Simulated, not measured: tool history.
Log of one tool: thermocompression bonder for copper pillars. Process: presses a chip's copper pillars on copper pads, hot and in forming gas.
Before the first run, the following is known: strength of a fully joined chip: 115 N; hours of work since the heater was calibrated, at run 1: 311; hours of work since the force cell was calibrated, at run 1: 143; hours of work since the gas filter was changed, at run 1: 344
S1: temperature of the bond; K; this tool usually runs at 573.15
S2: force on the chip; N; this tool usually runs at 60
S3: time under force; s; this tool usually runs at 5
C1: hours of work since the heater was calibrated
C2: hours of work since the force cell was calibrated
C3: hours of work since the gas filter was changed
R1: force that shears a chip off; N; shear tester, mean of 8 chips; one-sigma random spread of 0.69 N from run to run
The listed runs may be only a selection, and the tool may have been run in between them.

{"run": 1, "day": 0.0, "S1": 573.15, "S2": 60, "S3": 5, "C1": 311, "C2": 143, "C3": 344, "R1": 68.1}
{"day": 0.354, "done": "forming gas filter changed"}
{"run": 2, "day": 0.367, "S1": 573.15, "S2": 60, "S3": 5, "C1": 315, "C2": 147, "C3": 0, "R1": 73.5}
{"run": 3, "day": 0.754, "S1": 573.15, "S2": 60, "S3": 5, "C1": 321, "C2": 152, "C3": 5, "R1": 72.5}
{"run": 4, "day": 1.175, "S1": 573.15, "S2": 60, "S3": 5, "C1": 326, "C2": 158, "C3": 11, "R1": 73.3}
{"run": 5, "day": 1.433, "S1": 573.15, "S2": 64, "S3": 5, "C1": 330, "C2": 161, "C3": 14, "R1": 76}
{"run": 6, "day": 1.838, "S1": 573.15, "S2": 87, "S3": 5, "C1": 335, "C2": 167, "C3": 20, "R1": 93.9}
{"run": 7, "day": 2.342, "S1": 602.15, "S2": 60, "S3": 5, "C1": 342, "C2": 174, "C3": 27, "R1": 90}
{"run": 8, "day": 2.771, "S1": 602.15, "S2": 38, "S3": 5, "C1": 348, "C2": 179, "C3": 32, "R1": 65.9}
{"run": 9, "day": 3.112, "S1": 573.15, "S2": 60, "S3": 5, "C1": 352, "C2": 184, "C3": 37, "R1": 73.3}
{"run": 10, "day": 3.5, "S1": 573.15, "S2": 60, "S3": 5, "C1": 357, "C2": 189, "C3": 42, "R1": 73.1}
{"run": 11, "day": 4.017, "S1": 573.15, "S2": 46, "S3": 5, "C1": 364, "C2": 196, "C3": 49, "R1": 58.5}
{"run": 12, "day": 4.296, "S1": 573.15, "S2": 60, "S3": 5, "C1": 368, "C2": 200, "C3": 53, "R1": 72.4}
{"run": 13, "day": 4.746, "S1": 573.15, "S2": 68, "S3": 5, "C1": 374, "C2": 206, "C3": 59, "R1": 79.7}
{"run": 14, "day": 5.054, "S1": 573.15, "S2": 68, "S3": 5, "C1": 378, "C2": 210, "C3": 63, "R1": 79.3}
{"run": 15, "day": 5.575, "S1": 573.15, "S2": 68, "S3": 5, "C1": 385, "C2": 217, "C3": 70, "R1": 78.6}
{"run": 16, "day": 5.942, "S1": 573.15, "S2": 68, "S3": 5, "C1": 390, "C2": 222, "C3": 75, "R1": 80.4}
{"run": 17, "day": 6.212, "S1": 573.15, "S2": 60, "S3": 5, "C1": 393, "C2": 225, "C3": 78, "R1": 71.6}
{"run": 18, "day": 6.571, "S1": 573.15, "S2": 60, "S3": 5, "C1": 398, "C2": 230, "C3": 83, "R1": 70.7}
{"run": 19, "day": 7.075, "S1": 573.15, "S2": 60, "S3": 6, "C1": 405, "C2": 237, "C3": 90, "R1": 75.4}
{"run": 20, "day": 7.65, "S1": 573.15, "S2": 60, "S3": 5, "C1": 413, "C2": 244, "C3": 97, "R1": 70.8}
{"run": 21, "day": 8.038, "S1": 584.15, "S2": 60, "S3": 5, "C1": 418, "C2": 250, "C3": 103, "R1": 76.9}
{"run": 22, "day": 8.504, "S1": 549.15, "S2": 66, "S3": 5, "C1": 424, "C2": 256, "C3": 109, "R1": 59.3}
{"run": 23, "day": 8.971, "S1": 573.15, "S2": 60, "S3": 6, "C1": 430, "C2": 262, "C3": 115, "R1": 74.8}
{"run": 24, "day": 9.392, "S1": 588.15, "S2": 53, "S3": 5, "C1": 436, "C2": 268, "C3": 121, "R1": 73.5}
{"run": 25, "day": 9.788, "S1": 588.15, "S2": 53, "S3": 4, "C1": 441, "C2": 273, "C3": 126, "R1": 68.8}
{"run": 26, "day": 10.088, "S1": 588.15, "S2": 79, "S3": 5, "C1": 445, "C2": 277, "C3": 130, "R1": 93.5}
{"run": 27, "day": 10.362, "S1": 565.15, "S2": 54, "S3": 5, "C1": 449, "C2": 281, "C3": 134, "R1": 58.9}
{"run": 28, "day": 10.888, "S1": 565.15, "S2": 54, "S3": 5, "C1": 456, "C2": 288, "C3": 141, "R1": 58}
{"run": 29, "day": 11.342, "S1": 565.15, "S2": 54, "S3": 5, "C1": 462, "C2": 294, "C3": 147, "R1": 58.6}
{"run": 30, "day": 11.808, "S1": 562.15, "S2": 54, "S3": 8, "C1": 468, "C2": 300, "C3": 153, "R1": 64.9}
{"run": 31, "day": 12.138, "S1": 579.15, "S2": 81, "S3": 7, "C1": 473, "C2": 304, "C3": 157, "R1": 94.1}
{"run": 32, "day": 12.625, "S1": 573.15, "S2": 42, "S3": 9, "C1": 479, "C2": 311, "C3": 164, "R1": 61.6}
{"run": 33, "day": 13.15, "S1": 576.15, "S2": 41, "S3": 4, "C1": 486, "C2": 318, "C3": 171, "R1": 47.8}
{"run": 34, "day": 13.5, "S1": 559.15, "S2": 60, "S3": 5, "C1": 491, "C2": 322, "C3": 175, "R1": 58.5}
{"run": 35, "day": 14.008, "S1": 559.15, "S2": 60, "S3": 5, "C1": 497, "C2": 329, "C3": 182, "R1": 59.6}
{"run": 36, "day": 14.258, "S1": 559.15, "S2": 60, "S3": 5, "C1": 501, "C2": 333, "C3": 186, "R1": 58.2}
{"run": 37, "day": 14.788, "S1": 577.15, "S2": 75, "S3": 5, "C1": 508, "C2": 340, "C3": 193, "R1": 82.2}
{"run": 38, "day": 15.258, "S1": 573.15, "S2": 48, "S3": 7, "C1": 514, "C2": 346, "C3": 199, "R1": 63}
{"run": 39, "day": 15.767, "S1": 573.15, "S2": 48, "S3": 7, "C1": 521, "C2": 353, "C3": 206, "R1": 62.9}

Below, some changes in R1 between adjacent runs. For each, the amount present without the hidden state too (settings, incoming material, random variation) and the amount remaining for the hidden state with gauge scatter not shared by both compared results:
What the log doesn't record here: true temperature of the bond over the reading, C; force that reaches the chip, % of what is set; oxide that the forming gas leaves, % of the face; drift of the gauge itself on shear_n, %.
Run 1 -> 2: forming gas filter changed. R1 +5.4 N: hidden state +5.7, all else -0.3.
Run 26 -> 27: S1 588.15 -> 565.15, S2 79 -> 54. R1 -34.6 N: hidden state +0.3, all else -34.9.
Run 30 -> 31: S1 562.15 -> 579.15, S2 54 -> 81, S3 8 -> 7. R1 +29.2 N: hidden state -0.2, all else +29.4.
Run 31 -> 32: S1 579.15 -> 573.15, S2 81 -> 42, S3 7 -> 9. R1 -32.5 N: hidden state +0.1, all else -32.6.
Run 32 -> 33: S1 573.15 -> 576.15, S2 42 -> 41, S3 9 -> 4. R1 -13.8 N: hidden state +0.9, all else -14.7.
Run 33 -> 34: S1 576.15 -> 559.15, S2 41 -> 60, S3 4 -> 5. R1 +10.7 N: hidden state -1.2, all else +11.9.
